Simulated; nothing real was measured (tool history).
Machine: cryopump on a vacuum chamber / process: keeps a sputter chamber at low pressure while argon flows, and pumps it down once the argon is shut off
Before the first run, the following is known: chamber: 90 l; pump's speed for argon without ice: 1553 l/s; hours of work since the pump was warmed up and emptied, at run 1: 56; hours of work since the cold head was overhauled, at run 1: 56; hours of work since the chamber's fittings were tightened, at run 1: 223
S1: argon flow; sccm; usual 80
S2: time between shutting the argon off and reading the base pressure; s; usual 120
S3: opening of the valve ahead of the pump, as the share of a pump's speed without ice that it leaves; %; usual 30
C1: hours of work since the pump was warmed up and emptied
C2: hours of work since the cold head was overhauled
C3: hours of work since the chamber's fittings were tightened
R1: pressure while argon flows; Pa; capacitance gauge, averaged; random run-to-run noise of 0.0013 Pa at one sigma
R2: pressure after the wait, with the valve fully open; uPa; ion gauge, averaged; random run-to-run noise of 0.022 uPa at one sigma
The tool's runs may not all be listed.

run	hour	S1	S2	S3	C1	C2	C3	R1	R2
1	0.0	80	120	30	56	56	223	0.2914	0.87
2	17.8	80	120	30	68	68	235	0.2928	0.88
3	32.5	80	120	30	78	78	245	0.2912	0.90
4	46.6	80	120	30	87	87	254	0.2936	0.88
5	56.0	80	120	46	94	94	260	0.1926	0.92
6	74.7	80	120	46	106	106	273	0.1905	0.91
7	93.5	80	120	46	119	119	286	0.1916	0.96
8	110.9	80	120	44	131	131	297	0.2002	0.95
9	123.3	80	120	44	139	139	306	0.2022	0.97
10	141.1	80	120	30	151	151	318	0.2932	1.03
11	160.3	80	120	30	164	164	331	0.2953	1.03
12	168.6	80	120	30	170	170	336	0.2932	1.05
13	180.6	80	120	30	178	178	344	0.2949	1.00
14	198.0	80	120	30	189	189	356	0.2918	1.06
15	217.1	80	120	30	202	202	369	0.2964	1.04
16	231.1	80	120	30	212	212	378	0.2947	1.05
17	250.7	80	120	30	225	225	392	0.2951	1.09
18	263.9	80	120	30	234	234	401	0.2938	1.09
19	272.8	80	120	30	240	240	407	0.2963	1.07
20	287.2	80	120	30	250	250	416	0.2936	1.16
21	296.4	48	101	34	256	256	422	0.1573	1.25
22	313.8	32	120	30	268	268	434	0.1190	1.08
23	323.5	100	83	30	274	274	441	0.3697	1.33
24	340.2	51	48	51	285	285	452	0.1127	1.74
25	348.9	105	120	43	291	291	458	0.2735	1.18
26	361.3	105	120	43	300	300	466	0.2728	1.22
27	377.7	146	263	53	311	311	477	0.3116	0.96
28	394.1	80	68	51	322	322	488	0.1784	1.51
29	413.9	80	68	51	335	335	502	0.1778	1.52
30	428.1	80	68	51	345	345	511	0.1781	1.56
31	446.4	42	68	52	357	357	524	0.0919	1.51
32	460.1	88	45	50	366	366	533	0.2007	1.92
33	472.0	69	293	20	374	374	541	0.3809	1.07
34	482.3	69	293	20	381	381	548	0.3800	1.07
35	499.0	50	209	47	392	392	559	0.1214	1.14

Same runs, no hidden state in the tool, same run-to-run variation:
What the log doesn't record here: pump's speed, % of a pump's without ice; cold plate's temperature, K; leak into the chamber, uPa l/s; drift of the gauge itself on working_pa, %; drift of the gauge itself on base_upa, %.
run	R1	R2
1	0.2900	0.59
2	0.2912	0.59
3	0.2894	0.59
4	0.2916	0.56
5	0.1904	0.58
6	0.1881	0.56
7	0.1890	0.60
8	0.1973	0.56
9	0.1991	0.57
10	0.2898	0.61
11	0.2917	0.59
12	0.2895	0.61
13	0.2910	0.55
14	0.2877	0.59
15	0.2920	0.56
16	0.2901	0.57
17	0.2902	0.57
18	0.2888	0.56
19	0.2911	0.53
20	0.2882	0.61
21	0.1540	0.68
22	0.1167	0.52
23	0.3623	0.73
24	0.1088	1.14
25	0.2652	0.56
26	0.2643	0.58
27	0.2993	0.34
28	0.1714	0.85
29	0.1706	0.84
30	0.1706	0.86
31	0.0878	0.82
32	0.1919	1.20
33	0.3739	0.33
34	0.3729	0.32
35	0.1160	0.39

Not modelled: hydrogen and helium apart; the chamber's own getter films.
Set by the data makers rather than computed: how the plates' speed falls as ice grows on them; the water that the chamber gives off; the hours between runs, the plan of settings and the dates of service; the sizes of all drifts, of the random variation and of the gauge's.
